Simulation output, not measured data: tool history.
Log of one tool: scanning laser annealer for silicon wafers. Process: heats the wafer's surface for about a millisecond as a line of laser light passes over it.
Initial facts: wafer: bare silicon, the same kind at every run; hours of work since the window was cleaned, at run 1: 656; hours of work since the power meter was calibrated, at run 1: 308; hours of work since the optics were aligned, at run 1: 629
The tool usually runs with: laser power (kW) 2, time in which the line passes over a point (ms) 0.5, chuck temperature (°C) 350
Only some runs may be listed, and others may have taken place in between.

run,hour,laser power (kW),time in which the line passes over a point (ms),chuck temperature (°C),hours of work since the window was cleaned,hours of work since the power meter was calibrated,hours of work since the optics were aligned,highest temperature of the surface (°C)
1,0,2,0.5,350,656,308,629,1156
2,10.8,2.184,0.5,350,664,317,638,1243
3,15.5,2.184,0.5,350,668,320,641,1245
4,26.7,2.046,0.5,350,676,329,650,1178
5,32,2.046,0.5,350,680,333,654,1175
6,41.2,2,0.5,350,687,340,661,1153
7,47.3,2,0.5,350,692,344,665,1152
# hour 53.2: optics aligned, line set to its width
8,58.3,2,0.5,350,697,349,4,1145
9,69.1,2.098,0.358,315,705,357,12,1031
# hour 75.2: optics aligned, line set to its width, once more
10,83.1,2.12,0.547,315,712,364,6,1230
11,93.8,2.12,0.547,315,720,372,14,1230

Below are 3 alternative next runs, each starting from the tool's condition after run 11. Predict each:
A,100.9,2.123,0.495,313,725,378,20,?
B,100.9,2.031,0.392,328,725,378,20,?
C,100.9,2.12,0.547,350,725,378,20,?

run,highest temperature of the surface (°C)
A,1184
B,1059
C,1264
Stripped of hidden state, with their random variation kept, the same runs would have yielded:
run,highest temperature of the surface (°C)
A,1217
B,1088
C,1299

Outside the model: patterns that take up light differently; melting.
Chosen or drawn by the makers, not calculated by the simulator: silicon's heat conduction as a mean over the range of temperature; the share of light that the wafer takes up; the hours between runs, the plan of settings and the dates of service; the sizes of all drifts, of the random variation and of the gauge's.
